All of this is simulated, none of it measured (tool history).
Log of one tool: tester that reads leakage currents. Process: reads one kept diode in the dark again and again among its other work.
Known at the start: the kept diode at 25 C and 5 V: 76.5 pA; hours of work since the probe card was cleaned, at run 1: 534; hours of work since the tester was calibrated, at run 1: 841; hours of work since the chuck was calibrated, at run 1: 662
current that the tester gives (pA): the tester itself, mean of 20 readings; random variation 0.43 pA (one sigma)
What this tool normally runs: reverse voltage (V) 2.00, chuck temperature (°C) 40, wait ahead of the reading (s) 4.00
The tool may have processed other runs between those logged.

run   hour  reverse voltage (V)  chuck temperature (°C)  wait ahead of the reading (s)  hours of work since the probe card was cleaned  hours of work since the tester was calibrated  hours of work since the chuck was calibrated  current that the tester gives (pA)
  1    0.0                 2.00                      40                           4.00                                             534                                            841                                           662                              151.03
  2   36.8                 2.00                      40                           4.00                                             559                                            866                                           687                              150.46
  3   75.2                 2.00                      40                           4.00                                             585                                            892                                           713                              151.56
  4  126.5                 2.00                      31                           4.00                                             620                                            927                                           747                               82.72
  5  180.4                 2.00                      40                           8.56                                             656                                            963                                           784                              151.80
     185.6  -- chuck's temperature calibrated
  6  231.1                 2.00                      40                           8.56                                             689                                            996                                            31                              155.66
  7  290.0                 2.00                      40                           8.56                                             729                                           1036                                            71                              156.03
  8  330.6                 2.00                      40                           4.00                                             756                                           1063                                            98                              155.86
     351.4  -- chuck's temperature calibrated, once more
  9  372.6                 2.00                      40                           6.13                                             784                                           1090                                            14                              142.45
 10  428.4                10.58                      29                           1.77                                             821                                           1128                                            52                              155.55
 11  494.9                 3.20                      38                           2.72                                             866                                           1173                                            97                              157.60
 12  549.2                 1.85                      38                           0.54                                             903                                           1210                                           134                              121.53
 13  615.7                 1.85                      38                           0.54                                             948                                           1255                                           179                              122.65
 14  677.0                 1.85                      38                           0.54                                             990                                           1296                                           220                              123.32
 15  714.6                 1.50                      38                           0.54                                            1015                                           1322                                           246                              111.36
 16  767.0                 1.50                      38                           0.54                                            1050                                           1357                                           281                              111.13
 17  800.1                 1.50                      38                           0.54                                            1073                                           1380                                           304                              111.71

What if the next run were any one of these 5? Each begins from the tool's condition after run 17:
  A  871.1                 1.50                      38                           1.19                                            1121                                           1428                                           352                                   ?
  B  871.1                13.09                      50                           0.91                                            1121                                           1428                                           352                                   ?
  C  871.1                 1.50                      30                           2.20                                            1121                                           1428                                           352                                   ?
  D  871.1                 5.94                      51                           0.54                                            1121                                           1428                                           352                                   ?
  E  871.1                 4.70                      38                           1.47                                            1121                                           1428                                           352                                   ?

run  current that the tester gives (pA)
  A                              111.30
  B                              686.14
  C                               64.86
  D                              498.18
  E                              193.98
With no hidden state in the tool, these same runs would have given:
run  current that the tester gives (pA)
  A                              108.62
  B                              666.27
  C                               62.55
  D                              487.73
  E                              187.04
